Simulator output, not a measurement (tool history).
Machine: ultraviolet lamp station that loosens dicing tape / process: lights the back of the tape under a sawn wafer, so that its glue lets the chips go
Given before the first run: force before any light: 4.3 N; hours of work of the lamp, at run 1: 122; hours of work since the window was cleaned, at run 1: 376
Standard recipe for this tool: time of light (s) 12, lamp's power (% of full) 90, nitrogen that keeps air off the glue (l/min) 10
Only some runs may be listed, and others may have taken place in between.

| run | hour | time of light (s) | lamp's power (% of full) | nitrogen that keeps air off the glue (l/min) | hours of work of the lamp | hours of work since the window was cleaned | force that peels the tape off (N) | light that reached the tape (mJ/cm2) |
|---|---|---|---|---|---|---|---|---|
| 1 | 0 | 12 | 90 | 10 | 122 | 376 | 0.188 | 334 |
| 2 | 10.8 | 12 | 90 | 10 | 128 | 382 | 0.21 | 330 |
| 3 | 19.8 | 12 | 90 | 10 | 133 | 386 | 0.198 | 332 |
| 4 | 24.6 | 12 | 90 | 10 | 135 | 389 | 0.199 | 329 |
| 5 | 29.7 | 12 | 77 | 10 | 138 | 391 | 0.263 | 280 |
| 6 | 34.7 | 7 | 77 | 10 | 140 | 394 | 0.729 | 161 |
| 7 | 43.1 | 7 | 77 | 10 | 144 | 398 | 0.739 | 167 |
| 8 | 48.8 | 12 | 90 | 10 | 147 | 401 | 0.205 | 327 |
| 9 | 55.6 | 20 | 90 | 10 | 151 | 404 | 0.124 | 542 |
| 10 | 63.2 | 17 | 90 | 10 | 155 | 408 | 0.128 | 459 |
| 11 | 73.9 | 8 | 90 | 10 | 160 | 414 | 0.455 | 217 |
| 12 | 79.7 | 8 | 90 | 10 | 163 | 417 | 0.454 | 219 |
| 13 | 85.2 | 8 | 90 | 10 | 166 | 419 | 0.464 | 216 |
| 14 | 89.9 | 17 | 90 | 10 | 168 | 422 | 0.122 | 457 |
| 15 | 98.1 | 17 | 90 | 10 | 172 | 426 | 0.126 | 460 |
|  | 104.9 | window cleaned of glue's vapour |
| 16 | 107.8 | 17 | 90 | 10 | 177 | 1 | 0.12 | 500 |
| 17 | 113.2 | 12 | 90 | 10 | 180 | 4 | 0.178 | 352 |
| 18 | 122.1 | 12 | 90 | 10 | 184 | 9 | 0.164 | 350 |
| 19 | 128.2 | 12 | 90 | 10 | 187 | 12 | 0.177 | 348 |
| 20 | 133.7 | 12 | 90 | 10 | 190 | 15 | 0.183 | 355 |
| 21 | 143.2 | 12 | 90 | 10 | 195 | 19 | 0.181 | 348 |
| 22 | 152.6 | 12 | 90 | 10 | 200 | 24 | 0.171 | 351 |
| 23 | 159 | 12 | 90 | 10 | 203 | 27 | 0.182 | 350 |
| 24 | 169.5 | 12 | 88 | 10 | 208 | 33 | 0.193 | 340 |
| 25 | 177.6 | 12 | 99 | 19 | 212 | 37 | 0.134 | 373 |
| 26 | 188.3 | 9 | 70 | 4 | 218 | 42 | 0.93 | 204 |
| 27 | 196.1 | 9 | 70 | 4 | 222 | 46 | 0.948 | 197 |
| 28 | 207.5 | 8 | 69 | 19 | 228 | 52 | 0.471 | 180 |
| 29 | 215.9 | 17 | 64 | 14 | 232 | 56 | 0.16 | 344 |
| 30 | 225.2 | 20 | 90 | 6 | 236 | 61 | 0.127 | 560 |
| 31 | 230.7 | 13 | 83 | 10 | 239 | 64 | 0.181 | 339 |
| 32 | 235.4 | 20 | 88 | 9 | 242 | 66 | 0.112 | 551 |
| 33 | 243.6 | 20 | 70 | 17 | 246 | 70 | 0.109 | 439 |
| 34 | 251.5 | 20 | 70 | 17 | 250 | 74 | 0.111 | 442 |
| 35 | 261.9 | 20 | 70 | 17 | 255 | 80 | 0.117 | 442 |
| 36 | 271.9 | 20 | 65 | 11 | 260 | 85 | 0.135 | 408 |
| 37 | 277.1 | 20 | 65 | 11 | 263 | 87 | 0.132 | 408 |
| 38 | 287.5 | 20 | 65 | 11 | 268 | 93 | 0.139 | 405 |
| 39 | 296.2 | 20 | 67 | 11 | 273 | 97 | 0.137 | 418 |
| 40 | 303 | 11 | 100 | 13 | 276 | 101 | 0.162 | 340 |
| 41 | 309.7 | 11 | 100 | 13 | 279 | 104 | 0.161 | 343 |
| 42 | 317.6 | 12 | 90 | 4 | 283 | 108 | 0.404 | 330 |
| 43 | 325.8 | 12 | 90 | 4 | 288 | 112 | 0.403 | 329 |
| 44 | 333.9 | 12 | 90 | 4 | 292 | 116 | 0.401 | 330 |

Below are 3 alternative next runs, each starting from the tool's condition after run 44. Predict each:
| A | 342.5 | 12 | 61 | 4 | 296 | 121 | ? | ? |
| B | 342.5 | 12 | 79 | 8 | 296 | 121 | ? | ? |
| C | 342.5 | 15 | 98 | 6 | 296 | 121 | ? | ? |

| run | force that peels the tape off (N) | light that reached the tape (mJ/cm2) |
|---|---|---|
| A | 0.827 | 221 |
| B | 0.301 | 290 |
| C | 0.165 | 449 |
Without the tool's hidden state the same runs would have given:
| run | force that peels the tape off (N) | light that reached the tape (mJ/cm2) |
|---|---|---|
| A | 0.653 | 255 |
| B | 0.227 | 334 |
| C | 0.137 | 518 |
